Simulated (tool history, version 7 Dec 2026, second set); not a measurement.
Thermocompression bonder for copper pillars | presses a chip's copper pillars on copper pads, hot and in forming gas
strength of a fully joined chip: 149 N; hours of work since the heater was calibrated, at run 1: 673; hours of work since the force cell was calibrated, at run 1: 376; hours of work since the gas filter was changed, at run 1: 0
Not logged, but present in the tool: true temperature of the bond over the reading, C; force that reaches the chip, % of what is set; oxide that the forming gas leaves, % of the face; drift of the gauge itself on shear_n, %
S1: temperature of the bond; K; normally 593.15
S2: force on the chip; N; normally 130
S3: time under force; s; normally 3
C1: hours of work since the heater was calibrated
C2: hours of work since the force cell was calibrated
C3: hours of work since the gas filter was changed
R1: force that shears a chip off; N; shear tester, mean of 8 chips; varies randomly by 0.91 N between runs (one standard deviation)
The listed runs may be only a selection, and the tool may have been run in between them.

run,hour,S1,S2,S3,C1,C2,C3,R1
1,0.0,593.15,130,3,673,376,0,82.7
2,27.3,593.15,130,3,690,393,17,79.6
3,66.7,593.15,130,3,715,417,41,80.4
4,120.8,593.15,130,3,748,451,74,79.7
5,180.8,593.15,130,3,785,488,111,77.0
6,213.0,593.15,130,3,805,508,131,79.1
7,262.9,593.15,130,3,835,538,162,77.5
8,315.3,593.15,130,3,868,571,194,76.6
9,369.3,593.15,130,3,901,604,227,75.3
10,416.4,593.15,130,3,930,633,256,74.3
# hour 423.0: forming gas filter changed
11,466.7,593.15,130,7,961,663,27,105.6
12,527.3,593.15,130,2,998,701,64,71.6
13,554.5,593.15,130,2,1015,718,81,70.4
14,591.2,593.15,130,2,1037,740,104,69.9
# hour 595.7: force cell calibrated
15,637.2,593.15,130,2,1065,26,131,70.9
16,692.3,593.15,130,2,1099,60,165,68.2
17,746.6,593.15,130,2,1132,93,198,68.8
18,796.2,593.15,130,2,1163,123,229,67.8
# hour 849.4: forming gas filter changed
19,855.8,593.15,130,2,1199,160,4,75.8
20,908.3,593.15,130,2,1231,192,36,74.8
21,962.3,623.15,130,3,1265,225,70,101.5
# hour 978.2: force cell calibrated, once more
22,993.7,563.15,80,7,1283,10,88,52.7
23,1030.0,563.15,156,2,1305,32,110,60.8
24,1091.2,593.15,130,2,1343,70,148,63.5
25,1118.8,618.15,153,8,1360,87,165,119.7
26,1175.1,618.15,153,8,1395,121,200,119.4
27,1228.1,618.15,128,6,1427,154,232,100.8
# hour 1274.4: forming gas filter changed
# hour 1289.2: heater calibrated with a thermocouple chip
28,1289.2,591.15,128,3,0,190,8,77.6
29,1344.8,565.15,140,3,34,224,42,66.7
30,1375.7,609.15,130,3,53,243,61,86.0
31,1413.3,609.15,130,3,76,266,84,84.7
32,1457.1,609.15,130,3,103,293,111,84.1
33,1498.4,621.15,130,6,129,319,137,104.5
34,1546.2,612.15,175,5,158,348,166,116.5
35,1573.0,570.15,130,3,175,365,183,61.7
36,1606.3,570.15,130,3,195,385,203,60.2
37,1665.1,614.15,165,3,232,422,239,97.7
# hour 1698.3: forming gas filter changed
38,1708.4,614.15,165,3,258,448,6,109.5
39,1769.3,616.15,158,8,295,485,44,128.6
40,1823.6,593.15,130,4,329,519,77,87.1

Each run again, without the hidden state but with its own random variation kept:
run,R1
1,78.9
2,76.2
3,77.7
4,77.8
5,76.2
6,78.9
7,78.3
8,78.3
9,78.0
10,77.9
11,100.7
12,67.7
13,67.0
14,66.9
15,68.0
16,66.3
17,67.7
18,67.3
19,67.7
20,67.4
21,95.0
22,52.5
23,61.2
24,65.1
25,126.3
26,127.7
27,108.5
28,76.7
29,66.5
30,86.5
31,86.0
32,86.2
33,108.9
34,123.3
35,64.6
36,63.5
37,105.8
38,106.5
39,128.2
40,86.1

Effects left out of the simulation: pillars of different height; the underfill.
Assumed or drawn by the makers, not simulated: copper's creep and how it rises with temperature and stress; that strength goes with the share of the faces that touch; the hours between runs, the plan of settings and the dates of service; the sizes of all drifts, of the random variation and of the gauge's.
